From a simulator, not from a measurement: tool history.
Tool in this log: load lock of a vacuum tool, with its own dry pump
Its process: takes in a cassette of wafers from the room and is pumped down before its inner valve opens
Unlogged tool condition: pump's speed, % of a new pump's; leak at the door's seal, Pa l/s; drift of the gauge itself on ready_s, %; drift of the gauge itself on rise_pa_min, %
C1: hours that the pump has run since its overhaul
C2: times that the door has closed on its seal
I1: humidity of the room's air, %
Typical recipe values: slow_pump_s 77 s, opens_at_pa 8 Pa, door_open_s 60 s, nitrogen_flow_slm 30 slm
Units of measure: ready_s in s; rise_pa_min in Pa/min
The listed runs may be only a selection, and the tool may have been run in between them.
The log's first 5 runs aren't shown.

Run 6, hour 1395.2: usual settings but slow_pump_s 94 s; C1 8086; C2 25998; I1 46.6. Result: ready_s 135.5 s, rise_pa_min 0.042 Pa/min.
Run 7, hour 1750.2: usual settings but slow_pump_s 94 s; C1 8441; C2 26704; I1 45.6. Result: ready_s 132.8 s, rise_pa_min 0.045 Pa/min.
Run 8, hour 2067.1: usual settings; C1 8757; C2 27335; I1 48.7. Result: ready_s 121.7 s, rise_pa_min 0.046 Pa/min.
Run 9, hour 2376.5: usual settings but nitrogen_flow_slm 16 slm; C1 9067; C2 27950; I1 48.1. Result: ready_s 120.1 s, rise_pa_min 0.062 Pa/min.
Run 10, hour 2736.3: usual settings but door_open_s 40 s; C1 9427; C2 28666; I1 48. Result: ready_s 120.8 s, rise_pa_min 0.042 Pa/min.
Run 11, hour 2999.9: usual settings but nitrogen_flow_slm 11 slm; C1 9690; C2 29191; I1 49.2. Result: ready_s 120.5 s, rise_pa_min 0.069 Pa/min.
Run 12, hour 3409.3: usual settings but nitrogen_flow_slm 11 slm; C1 10100; C2 30005; I1 41.6. Result: ready_s 120.8 s, rise_pa_min 0.053 Pa/min.
Run 13, hour 3796.6: usual settings but nitrogen_flow_slm 11 slm; C1 10487; C2 30776; I1 45. Result: ready_s 120.9 s, rise_pa_min 0.061 Pa/min.
Run 14, hour 4078.6: usual settings but nitrogen_flow_slm 11 slm; C1 10769; C2 31337; I1 46.3. Result: ready_s 119.6 s, rise_pa_min 0.06 Pa/min.
Run 15, hour 4484.4: usual settings but nitrogen_flow_slm 11 slm; C1 11175; C2 32145; I1 46.8. Result: ready_s 119.7 s, rise_pa_min 0.058 Pa/min.
Run 16, hour 4895.4: usual settings but slow_pump_s 143 s, opens_at_pa 9 Pa, nitrogen_flow_slm 11 slm; C1 11586; C2 32962; I1 44.8. Result: ready_s 174.9 s, rise_pa_min 0.058 Pa/min.
Run 17, hour 5128.3: usual settings; C1 11819; C2 33426; I1 48.9. Result: ready_s 120.1 s, rise_pa_min 0.046 Pa/min.
Run 18, hour 5308.1: usual settings but opens_at_pa 11 Pa, door_open_s 33 s; C1 11998; C2 33784; I1 44.5. Result: ready_s 118.1 s, rise_pa_min 0.039 Pa/min.
Run 19, hour 5615: usual settings but opens_at_pa 11 Pa, door_open_s 33 s; C1 12305; C2 34394; I1 45.5. Result: ready_s 118.8 s, rise_pa_min 0.036 Pa/min.
At hour 5759.6: dry pump taken out, an overhauled one fitted.
Run 20, hour 5809.7: usual settings but slow_pump_s 108 s, opens_at_pa 6 Pa, nitrogen_flow_slm 6 slm; C1 50; C2 34770; I1 47. Result: ready_s 148.5 s, rise_pa_min 0.076 Pa/min.
Run 21, hour 6175.8: usual settings but slow_pump_s 150 s, opens_at_pa 11 Pa, door_open_s 127 s, nitrogen_flow_slm 4 slm; C1 416; C2 35498; I1 45.4. Result: ready_s 178.4 s, rise_pa_min 0.09 Pa/min.
Run 22, hour 6523.3: usual settings but door_open_s 45 s, nitrogen_flow_slm 7 slm; C1 764; C2 36190; I1 45.1. Result: ready_s 120.5 s, rise_pa_min 0.065 Pa/min.
Run 23, hour 6874.9: usual settings but slow_pump_s 81 s, opens_at_pa 11 Pa, door_open_s 28 s, nitrogen_flow_slm 43 slm; C1 1115; C2 36889; I1 47.3. Result: ready_s 121 s, rise_pa_min 0.03 Pa/min.
Run 24, hour 7126: usual settings but slow_pump_s 81 s, opens_at_pa 7 Pa, door_open_s 28 s, nitrogen_flow_slm 7 slm; C1 1366; C2 37389; I1 47.6. Result: ready_s 125.6 s, rise_pa_min 0.057 Pa/min.
Run 25, hour 7379.6: usual settings but opens_at_pa 7 Pa; C1 1620; C2 37894; I1 44.7. Result: ready_s 120.9 s, rise_pa_min 0.05 Pa/min.
Run 26, hour 7698.4: usual settings but door_open_s 208 s; C1 1939; C2 38528; I1 44.5. Result: ready_s 120.7 s, rise_pa_min 0.071 Pa/min.
Run 27, hour 8031.6: usual settings but door_open_s 208 s; C1 2272; C2 39191; I1 46.5. Result: ready_s 120.7 s, rise_pa_min 0.071 Pa/min.
Run 28, hour 8353.2: usual settings but opens_at_pa 13 Pa, door_open_s 47 s; C1 2594; C2 39831; I1 45.4. Result: ready_s 117.7 s, rise_pa_min 0.039 Pa/min.
Run 29, hour 8641.7: usual settings but slow_pump_s 44 s, opens_at_pa 13 Pa, door_open_s 144 s, nitrogen_flow_slm 11 slm; C1 2882; C2 40405; I1 46.3. Result: ready_s 90 s, rise_pa_min 0.083 Pa/min.
Run 30, hour 8823.1: usual settings but slow_pump_s 106 s; C1 3064; C2 40766; I1 47.4. Result: ready_s 144.1 s, rise_pa_min 0.044 Pa/min.

5 options for the next run, each taken on its own from the tool as it stands now. Forecast them:
Run A, hour 9032.4: usual settings but slow_pump_s 106 s, opens_at_pa 6 Pa; C1 3273; C2 41182; I1 44.7. Result: ready_s ?, rise_pa_min ?.
Run B, hour 9032.4: usual settings but slow_pump_s 55 s, opens_at_pa 7 Pa, door_open_s 26 s; C1 3273; C2 41182; I1 46.7. Result: ready_s ?, rise_pa_min ?.
Run C, hour 9032.4: usual settings but opens_at_pa 13 Pa, nitrogen_flow_slm 8 slm; C1 3273; C2 41182; I1 47.9. Result: ready_s ?, rise_pa_min ?.
Run D, hour 9032.4: usual settings but slow_pump_s 50 s, door_open_s 32 s, nitrogen_flow_slm 6 slm; C1 3273; C2 41182; I1 46.4. Result: ready_s ?, rise_pa_min ?.
Run E, hour 9032.4: usual settings but opens_at_pa 9 Pa; C1 3273; C2 41182; I1 42.6. Result: ready_s ?, rise_pa_min ?.

run  ready_s  rise_pa_min
  A    146.5        0.042
  B    101.4        0.038
  C    115.9        0.069
  D     98.5        0.049
  E    120.5         0.04
With no hidden state in the tool, these same runs would have given:
run  ready_s  rise_pa_min
  A    146.4        0.041
  B    101.4        0.036
  C    115.9        0.068
  D     98.5        0.047
  E    120.4        0.039
